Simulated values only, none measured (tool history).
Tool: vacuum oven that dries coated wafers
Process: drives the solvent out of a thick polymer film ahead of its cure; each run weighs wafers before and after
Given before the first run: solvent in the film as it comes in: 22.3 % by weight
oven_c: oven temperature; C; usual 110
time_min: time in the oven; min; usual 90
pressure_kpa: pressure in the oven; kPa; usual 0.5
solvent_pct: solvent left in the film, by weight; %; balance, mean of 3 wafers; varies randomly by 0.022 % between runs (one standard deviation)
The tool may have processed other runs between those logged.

| run | hour | oven_c | time_min | pressure_kpa | solvent_pct |
|---|---|---|---|---|---|
| 1 | 0 | 110 | 90 | 0.5 | 2.61 |
| 2 | 31.4 | 110 | 90 | 0.5 | 2.66 |
| 3 | 61 | 110 | 84 | 0.5 | 2.96 |
| 4 | 94.8 | 110 | 84 | 0.5 | 2.99 |
| 5 | 127.1 | 110 | 90 | 0.332 | 2.63 |
| 6 | 161 | 110 | 90 | 0.332 | 2.59 |
| 7 | 188.8 | 110 | 90 | 0.5 | 2.71 |
|  | 192.3 | vacuum gauge cleaned of residue and calibrated |
| 8 | 220.8 | 110 | 90 | 0.5 | 2.77 |
| 9 | 250.1 | 101 | 76 | 0.536 | 6.72 |
| 10 | 275.6 | 96 | 87 | 0.66 | 7.83 |
| 11 | 309.1 | 96 | 87 | 0.833 | 7.92 |
| 12 | 336.9 | 97 | 96 | 0.5 | 6.8 |
| 13 | 367.6 | 97 | 96 | 0.5 | 6.71 |
|  | 373.4 | vacuum gauge cleaned of residue and calibrated, once more |
| 14 | 386.7 | 97 | 96 | 0.5 | 6.39 |
| 15 | 414.6 | 110 | 101 | 0.402 | 1.98 |
| 16 | 431 | 103 | 66 | 1.402 | 7.03 |

Measured result minus the same run's result without the hidden state. Both carry the same run-to-run variation, though not necessarily the same gauge scatter:
Hidden conditions of the tool in this case: true wafer temperature over the reading, C; true pressure over the reading, kPa; drift of the gauge itself on solvent_pct, %.
| run | solvent_pct |
|---|---|
| 1 | +0.38 |
| 2 | +0.39 |
| 3 | +0.42 |
| 4 | +0.43 |
| 5 | +0.43 |
| 6 | +0.43 |
| 7 | +0.45 |
| 8 | +0.54 |
| 9 | +0.72 |
| 10 | +0.78 |
| 11 | +0.79 |
| 12 | +0.81 |
| 13 | +0.81 |
| 14 | +0.44 |
| 15 | +0.25 |
| 16 | +0.43 |
